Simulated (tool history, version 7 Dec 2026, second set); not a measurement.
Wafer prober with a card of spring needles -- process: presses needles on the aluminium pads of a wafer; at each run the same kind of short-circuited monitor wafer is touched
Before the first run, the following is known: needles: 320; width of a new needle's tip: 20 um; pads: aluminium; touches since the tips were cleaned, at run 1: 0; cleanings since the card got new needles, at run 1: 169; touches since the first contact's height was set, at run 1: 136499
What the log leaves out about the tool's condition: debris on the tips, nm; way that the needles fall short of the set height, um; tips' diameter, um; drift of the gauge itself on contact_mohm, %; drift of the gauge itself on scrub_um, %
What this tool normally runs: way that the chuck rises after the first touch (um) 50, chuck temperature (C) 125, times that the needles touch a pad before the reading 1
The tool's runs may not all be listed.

| run | day | way that the chuck rises after the first touch (um) | chuck temperature (C) | times that the needles touch a pad before the reading | touches since the tips were cleaned | cleanings since the card got new needles | touches since the first contact's height was set | resistance of one needle with its contact and lead (mohm) | way that a needle slides on the pad (um) |
|---|---|---|---|---|---|---|---|---|---|
| 1 | 0.000 | 50 | 125 | 1 | 0 | 169 | 136499 | 158 | 9.17 |
|  | 0.367 | tips cleaned on abrasive film |
|  | 0.658 | tips cleaned on abrasive film |
| 2 | 0.733 | 50 | 125 | 1 | 932 | 171 | 145503 | 183 | 9.16 |
|  | 0.954 | tips cleaned on abrasive film |
|  | 1.317 | tips cleaned on abrasive film |
|  | 1.683 | tips cleaned on abrasive film |
|  | 2.050 | tips cleaned on abrasive film |
| 3 | 2.171 | 50 | 125 | 1 | 1540 | 175 | 163197 | 194 | 9.27 |
|  | 2.392 | tips cleaned on abrasive film |
|  | 2.758 | tips cleaned on abrasive film |
| 4 | 2.883 | 50 | 125 | 1 | 1548 | 177 | 171921 | 192 | 8.98 |
|  | 3.104 | tips cleaned on abrasive film |
|  | 3.396 | tips cleaned on abrasive film |
|  | 3.762 | tips cleaned on abrasive film |
|  | 4.054 | tips cleaned on abrasive film |
|  | 4.417 | tips cleaned on abrasive film |
| 5 | 4.429 | 50 | 125 | 2 | 107 | 182 | 190866 | 156 | 8.88 |
|  | 4.721 | tips cleaned on abrasive film |
|  | 5.083 | tips cleaned on abrasive film |
| 6 | 5.146 | 50 | 125 | 2 | 772 | 184 | 199714 | 165 | 8.89 |
|  | 5.233 | height of the first contact set anew |
|  | 5.454 | tips cleaned on abrasive film |
|  | 5.817 | tips cleaned on abrasive film |
| 7 | 6.021 | 50 | 125 | 2 | 2507 | 186 | 9682 | 182 | 9.77 |
|  | 6.167 | tips cleaned on abrasive film |
|  | 6.533 | tips cleaned on abrasive film |
|  | 6.896 | tips cleaned on abrasive film |
| 8 | 7.058 | 50 | 53 | 1 | 2012 | 189 | 22458 | 188 | 9.72 |
|  | 7.208 | tips cleaned on abrasive film |
|  | 7.571 | tips cleaned on abrasive film |
|  | 7.867 | tips cleaned on abrasive film |
|  | 8.229 | tips cleaned on abrasive film |
|  | 8.579 | tips cleaned on abrasive film |
| 9 | 8.579 | 50 | 53 | 1 | 0 | 194 | 41084 | 141 | 9.62 |
|  | 8.942 | tips cleaned on abrasive film |
|  | 9.308 | tips cleaned on abrasive film |
|  | 9.671 | tips cleaned on abrasive film |
| 10 | 9.679 | 68 | 125 | 1 | 140 | 197 | 54633 | 150 | 12.83 |
|  | 9.975 | tips cleaned on abrasive film |
|  | 10.267 | tips cleaned on abrasive film |
|  | 10.629 | tips cleaned on abrasive film |
| 11 | 10.821 | 68 | 125 | 1 | 2373 | 200 | 68666 | 178 | 13.10 |
|  | 10.971 | tips cleaned on abrasive film |
|  | 11.262 | tips cleaned on abrasive film |
|  | 11.629 | tips cleaned on abrasive film |
|  | 11.992 | tips cleaned on abrasive film |
| 12 | 12.208 | 50 | 125 | 1 | 2662 | 204 | 85681 | 211 | 9.50 |
|  | 12.354 | tips cleaned on abrasive film |
|  | 12.721 | tips cleaned on abrasive film |
|  | 13.083 | tips cleaned on abrasive film |
| 13 | 13.367 | 50 | 125 | 2 | 3514 | 207 | 99959 | 191 | 9.29 |
|  | 13.446 | tips cleaned on abrasive film |
|  | 13.738 | tips cleaned on abrasive film |
|  | 14.100 | tips cleaned on abrasive film |
|  | 14.467 | tips cleaned on abrasive film |
|  | 14.833 | tips cleaned on abrasive film |
| 14 | 15.029 | 40 | 35 | 3 | 2428 | 212 | 120328 | 178 | 7.21 |
|  | 15.175 | tips cleaned on abrasive film |
|  | 15.542 | tips cleaned on abrasive film |
|  | 15.904 | tips cleaned on abrasive film |
|  | 16.271 | tips cleaned on abrasive film |
| 15 | 16.450 | 40 | 35 | 1 | 2249 | 216 | 137826 | 235 | 7.16 |
|  | 16.600 | tips cleaned on abrasive film |
|  | 17.100 | card fitted with new needles |
|  | 17.467 | tips cleaned on abrasive film |
|  | 17.758 | tips cleaned on abrasive film |
|  | 18.121 | tips cleaned on abrasive film |
|  | 18.458 | tips cleaned on abrasive film |
| 16 | 18.458 | 50 | 125 | 2 | 0 | 4 | 16691 | 148 | 9.54 |
|  | 18.825 | tips cleaned on abrasive film |
|  | 19.188 | tips cleaned on abrasive film |
|  | 19.554 | tips cleaned on abrasive film |
|  | 19.862 | tips cleaned on abrasive film |
| 17 | 19.862 | 56 | 89 | 2 | 0 | 8 | 33945 | 141 | 10.89 |
|  | 20.229 | tips cleaned on abrasive film |
|  | 20.592 | tips cleaned on abrasive film |
|  | 20.888 | tips cleaned on abrasive film |
|  | 21.250 | tips cleaned on abrasive film |
| 18 | 21.258 | 56 | 89 | 2 | 91 | 12 | 51072 | 141 | 10.67 |
|  | 21.550 | tips cleaned on abrasive film |
|  | 21.917 | tips cleaned on abrasive film |
|  | 22.279 | tips cleaned on abrasive film |
|  | 22.575 | tips cleaned on abrasive film |
| 19 | 22.646 | 35 | 105 | 2 | 885 | 16 | 68108 | 177 | 6.52 |
|  | 22.938 | tips cleaned on abrasive film |
|  | 23.304 | tips cleaned on abrasive film |
|  | 23.654 | tips cleaned on abrasive film |
| 20 | 23.654 | 50 | 35 | 1 | 0 | 19 | 80498 | 137 | 9.18 |
|  | 23.946 | tips cleaned on abrasive film |
|  | 24.312 | tips cleaned on abrasive film |
|  | 24.675 | tips cleaned on abrasive film |
|  | 25.042 | tips cleaned on abrasive film |
|  | 25.333 | tips cleaned on abrasive film |
| 21 | 25.400 | 41 | 116 | 2 | 803 | 24 | 101933 | 163 | 7.48 |
|  | 25.692 | tips cleaned on abrasive film |
|  | 26.058 | tips cleaned on abrasive film |
|  | 26.421 | tips cleaned on abrasive film |
| 22 | 26.675 | 41 | 116 | 1 | 3189 | 27 | 117666 | 217 | 7.44 |
|  | 26.754 | tips cleaned on abrasive film |
|  | 27.117 | tips cleaned on abrasive film |
|  | 27.479 | tips cleaned on abrasive film |
|  | 27.842 | tips cleaned on abrasive film |
|  | 28.208 | tips cleaned on abrasive film |
| 23 | 28.404 | 31 | 125 | 1 | 2418 | 32 | 138857 | 268 | 5.40 |
|  | 28.550 | tips cleaned on abrasive film |
|  | 28.912 | tips cleaned on abrasive film |
|  | 29.279 | tips cleaned on abrasive film |
|  | 29.642 | tips cleaned on abrasive film |
|  | 29.979 | tips cleaned on abrasive film |
| 24 | 29.979 | 31 | 125 | 1 | 0 | 37 | 158192 | 174 | 5.18 |
|  | 30.271 | tips cleaned on abrasive film |
|  | 30.638 | tips cleaned on abrasive film |
|  | 31.000 | tips cleaned on abrasive film |
|  | 31.354 | tips cleaned on abrasive film |
| 25 | 31.354 | 31 | 125 | 1 | 0 | 41 | 175106 | 172 | 5.38 |
|  | 31.721 | tips cleaned on abrasive film |
|  | 32.012 | tips cleaned on abrasive film |
|  | 32.379 | tips cleaned on abrasive film |
|  | 32.742 | tips cleaned on abrasive film |
| 26 | 32.833 | 31 | 125 | 1 | 1105 | 45 | 193253 | 234 | 5.22 |

4 options for the next run, each taken on its own from the tool as it stands now. Forecast them:
|  | 33.054 | tips cleaned on abrasive film |
|  | 33.417 | tips cleaned on abrasive film |
|  | 33.429 | height of the first contact set anew |
|  | 33.796 | tips cleaned on abrasive film |
| A | 33.858 | 39 | 114 | 2 | 813 | 48 | 5299 | ? | ? |
|  | 33.054 | tips cleaned on abrasive film |
|  | 33.417 | tips cleaned on abrasive film |
|  | 33.429 | height of the first contact set anew |
|  | 33.796 | tips cleaned on abrasive film |
| B | 33.858 | 66 | 68 | 2 | 813 | 48 | 5299 | ? | ? |
|  | 33.054 | tips cleaned on abrasive film |
|  | 33.417 | tips cleaned on abrasive film |
|  | 33.429 | height of the first contact set anew |
|  | 33.796 | tips cleaned on abrasive film |
| C | 33.858 | 53 | 43 | 1 | 813 | 48 | 5299 | ? | ? |
|  | 33.054 | tips cleaned on abrasive film |
|  | 33.417 | tips cleaned on abrasive film |
|  | 33.429 | height of the first contact set anew |
|  | 33.796 | tips cleaned on abrasive film |
| D | 33.858 | 35 | 125 | 2 | 813 | 48 | 5299 | ? | ? |

| run | resistance of one needle with its contact and lead (mohm) | way that a needle slides on the pad (um) |
|---|---|---|
| A | 167 | 7.66 |
| B | 142 | 13.01 |
| C | 151 | 10.40 |
| D | 176 | 6.93 |
Without the tool's unlogged condition, the same runs would have read:
| run | resistance of one needle with its contact and lead (mohm) | way that a needle slides on the pad (um) |
|---|---|---|
| A | 148 | 7.67 |
| B | 133 | 13.02 |
| C | 131 | 10.42 |
| D | 153 | 6.94 |
